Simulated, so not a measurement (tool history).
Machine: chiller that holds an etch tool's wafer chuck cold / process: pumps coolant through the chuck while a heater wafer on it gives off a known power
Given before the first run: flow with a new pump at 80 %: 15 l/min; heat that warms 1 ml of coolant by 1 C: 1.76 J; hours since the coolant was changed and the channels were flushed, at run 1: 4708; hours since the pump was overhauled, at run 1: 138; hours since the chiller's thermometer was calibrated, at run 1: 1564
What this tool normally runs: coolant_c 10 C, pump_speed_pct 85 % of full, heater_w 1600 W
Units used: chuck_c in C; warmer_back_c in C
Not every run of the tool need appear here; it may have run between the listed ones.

run     day  coolant_c  pump_speed_pct  heater_w  hours since the coolant was changed and the channels were flushed  hours since the pump was overhauled  hours since the chiller's thermometer was calibrated  chuck_c  warmer_back_c
  1   0.000         10              85      1600                                                               4708                                  138                                                  1564    19.25           3.44
  2   3.971         10              85      1600                                                               4803                                  234                                                  1659    19.37           3.42
  3   6.646         10              85      1600                                                               4868                                  298                                                  1723    19.41           3.43
  4  11.579         10              85      1600                                                               4986                                  416                                                  1841    19.44           3.45
  5  17.079         10              85      1600                                                               5118                                  548                                                  1973    19.43           3.49
  6  19.658         10              67      1600                                                               5180                                  610                                                  2035    21.11           4.31
  7  23.492         10              67      1600                                                               5272                                  702                                                  2127    21.06           4.39
  8  28.933         10              80      1600                                                               5402                                  833                                                  2258    19.81           3.71
  9  33.242         14              85      1600                                                               5506                                  936                                                  2361    23.45           3.47
 10  37.758         10              85      1600                                                               5614                                 1045                                                  2470    19.41           3.53
 11  40.742         10              85      1600                                                               5686                                 1116                                                  2541    19.49           3.45
 12  44.908          6              85      1600                                                               5786                                 1216                                                  2641    15.53           3.49
 13  49.142         10              77      1741                                                               5887                                 1318                                                  2743    21.21           4.24
 14  53.992         19              85      1462                                                               6004                                 1434                                                  2859    27.62           3.20
 15  57.146          3              75      1600                                                               6080                                 1510                                                  2935    13.37           3.97
 16  60.967          3              75      1600                                                               6171                                 1602                                                  3027    13.46           3.94
 17  64.583         10              61      2352                                                               6258                                 1688                                                  3114    27.82           7.10
 18  67.225         15              62      2032                                                               6321                                 1752                                                  3177    30.23           6.04
 19  69.725         10              75      2113                                                               6381                                 1812                                                  3237    23.90           5.24
 20  74.967         10              85      1133                                                               6507                                 1938                                                  3363    16.68           2.50
 21  80.721          5              61      1817                                                               6645                                 2076                                                  3501    18.76           5.54
 22  85.812          6              85      1600                                                               6768                                 2198                                                  3623    15.58           3.53
 23  90.508          6              85      1600                                                               6880                                 2311                                                  3736    15.58           3.52
 24  93.146         19              83      1956                                                               6944                                 2374                                                  3799    31.07           4.45

Here are 3 independent what-if runs from the current tool condition. What would each one return?
  A  96.025          7              65       913                                                               7013                                 2443                                                  3868        ?              ?
  B  96.025         19             100      1956                                                               7013                                 2443                                                  3868        ?              ?
  C  96.025         10              67      1186                                                               7013                                 2443                                                  3868        ?              ?

run  chuck_c  warmer_back_c
  A    13.35           2.65
  B    29.53           3.74
  C    18.28           3.30
The same runs, with their run-to-run variation unchanged, on a tool lacking any hidden condition would have given:
run  chuck_c  warmer_back_c
  A    13.27           2.56
  B    29.08           3.61
  C    18.04           3.18
